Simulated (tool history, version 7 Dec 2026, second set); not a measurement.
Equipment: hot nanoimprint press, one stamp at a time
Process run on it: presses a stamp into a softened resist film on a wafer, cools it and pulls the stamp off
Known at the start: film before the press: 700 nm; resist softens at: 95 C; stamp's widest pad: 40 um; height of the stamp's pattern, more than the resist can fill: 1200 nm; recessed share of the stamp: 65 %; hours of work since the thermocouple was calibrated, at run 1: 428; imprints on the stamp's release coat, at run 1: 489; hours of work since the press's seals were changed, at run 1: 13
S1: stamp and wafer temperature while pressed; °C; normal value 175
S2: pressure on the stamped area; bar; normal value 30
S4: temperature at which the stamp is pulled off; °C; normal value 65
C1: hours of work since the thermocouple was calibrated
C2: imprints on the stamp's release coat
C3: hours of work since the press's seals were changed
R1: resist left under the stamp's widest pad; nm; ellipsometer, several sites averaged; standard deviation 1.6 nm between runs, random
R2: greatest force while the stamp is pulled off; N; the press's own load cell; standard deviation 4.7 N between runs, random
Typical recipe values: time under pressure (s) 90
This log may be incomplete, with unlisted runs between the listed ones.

Run 1, hour 0: usual settings; C1 428; C2 489; C3 13. Result: R1 264.4 nm, R2 279 N.
Run 2, hour 16.1: usual settings; C1 435; C2 513; C3 21. Result: R1 261.2 nm, R2 279 N.
Run 3, hour 31.7: usual settings but S4 50 °C; C1 442; C2 535; C3 28. Result: R1 257.4 nm, R2 317 N.
Run 4, hour 38.5: usual settings but time under pressure (s) 71; C1 445; C2 545; C3 31. Result: R1 284.5 nm, R2 277 N.
Run 5, hour 52.3: usual settings; C1 452; C2 565; C3 37. Result: R1 261.3 nm, R2 288 N.
Run 6, hour 64.2: usual settings; C1 457; C2 582; C3 43. Result: R1 260.3 nm, R2 278 N.
Run 7, hour 73.5: usual settings; C1 461; C2 596; C3 47. Result: R1 260.9 nm, R2 285 N.
Run 8, hour 85.2: usual settings; C1 467; C2 613; C3 52. Result: R1 261.3 nm, R2 280 N.
Run 9, hour 93: usual settings; C1 470; C2 624; C3 56. Result: R1 261.9 nm, R2 284 N.
Run 10, hour 103.4: usual settings; C1 475; C2 639; C3 61. Result: R1 261.7 nm, R2 285 N.
Run 11, hour 113.7: usual settings; C1 480; C2 654; C3 65. Result: R1 260.8 nm, R2 287 N.
Run 12, hour 128.1: usual settings; C1 486; C2 674; C3 72. Result: R1 266.5 nm, R2 294 N.
Run 13, hour 138.9: usual settings; C1 491; C2 690; C3 77. Result: R1 263.9 nm, R2 290 N.
Run 14, hour 150.8: usual settings; C1 497; C2 707; C3 82. Result: R1 261.4 nm, R2 285 N.
Run 15, hour 158.4: usual settings; C1 500; C2 718; C3 86. Result: R1 260.1 nm, R2 297 N.
Run 16, hour 170.9: usual settings; C1 506; C2 736; C3 92. Result: R1 262.1 nm, R2 291 N.
Run 17, hour 178.1: usual settings; C1 509; C2 747; C3 95. Result: R1 262.2 nm, R2 298 N.
Run 18, hour 188.2: usual settings but S1 165 °C, S2 28.2 bar, S4 57 °C; C1 514; C2 761; C3 99. Result: R1 349.5 nm, R2 314 N.
At hour 192.1: plate thermocouple calibrated.
Run 19, hour 202.9: usual settings but S1 165 °C, S2 28.2 bar, S4 57 °C; C1 5; C2 778; C3 105. Result: R1 336.3 nm, R2 311 N.
Run 20, hour 209.7: usual settings but time under pressure (s) 71; C1 8; C2 788; C3 108. Result: R1 271.6 nm, R2 307 N.
Run 21, hour 225: usual settings but S1 185 °C, time under pressure (s) 164, S4 66 °C; C1 15; C2 810; C3 115. Result: R1 155.4 nm, R2 305 N.
Run 22, hour 233.9: usual settings but S1 182 °C, S2 23.4 bar, time under pressure (s) 123, S4 64 °C; C1 19; C2 823; C3 119. Result: R1 214.5 nm, R2 302 N.
Run 23, hour 248: usual settings but S1 180 °C, S2 44.4 bar, time under pressure (s) 138; C1 26; C2 843; C3 125. Result: R1 151.6 nm, R2 300 N.
Run 24, hour 264.2: usual settings but S1 172 °C, S2 24.6 bar, time under pressure (s) 131, S4 70 °C; C1 33; C2 867; C3 133. Result: R1 261.8 nm, R2 297 N.
Run 25, hour 275.6: usual settings but S1 164 °C, S2 42.8 bar, time under pressure (s) 149; C1 38; C2 883; C3 138. Result: R1 227.7 nm, R2 295 N.
Run 26, hour 288.1: usual settings but S1 167 °C, S4 64 °C; C1 44; C2 901; C3 144. Result: R1 308.5 nm, R2 306 N.
Run 27, hour 303.7: usual settings but S1 186 °C, S2 29.3 bar, time under pressure (s) 86, S4 61 °C; C1 51; C2 924; C3 151. Result: R1 199.5 nm, R2 318 N.
Run 28, hour 315.9: usual settings but S1 165 °C, time under pressure (s) 85; C1 57; C2 941; C3 156. Result: R1 332 nm, R2 314 N.
Run 29, hour 326.5: usual settings but S1 165 °C, S2 19.4 bar, time under pressure (s) 70, S4 66 °C; C1 61; C2 957; C3 161. Result: R1 427.9 nm, R2 314 N.
Run 30, hour 342.4: usual settings but S1 173 °C, S2 20.5 bar, time under pressure (s) 57, S4 64 °C; C1 69; C2 980; C3 169. Result: R1 379.1 nm, R2 317 N.
Run 31, hour 350.5: usual settings but S1 173 °C, S2 20.5 bar, time under pressure (s) 57, S4 64 °C; C1 72; C2 991; C3 172. Result: R1 372.4 nm, R2 320 N.

Results per run with the tool's hidden condition removed, run-to-run variation unchanged:
Hidden conditions of the tool in this case: true temperature over the reading, C; pressure that arrives at the usual setting, %; grip of the stamp's worn release coat, % over a new coat's; drift of the gauge itself on residual_nm, %; drift of the gauge itself on pull_off_n, %.
run     R1   R2
  1  252.3  234
  2    249  232
  3  245.1  262
  4    271  228
  5  248.4  235
  6  247.4  225
  7  247.7  230
  8  247.9  225
  9  248.4  228
 10    248  228
 11    247  228
 12  252.1  232
 13  249.5  228
 14  246.9  223
 15  245.6  232
 16  247.2  226
 17  247.2  230
 18    329  242
 19    334  243
 20  269.4  238
 21    154  235
 22  212.7  232
 23  149.4  229
 24    259  225
 25  223.8  222
 26  304.5  229
 27  196.8  237
 28  327.2  232
 29  423.4  231
 30  374.5  232
 31  367.8  233
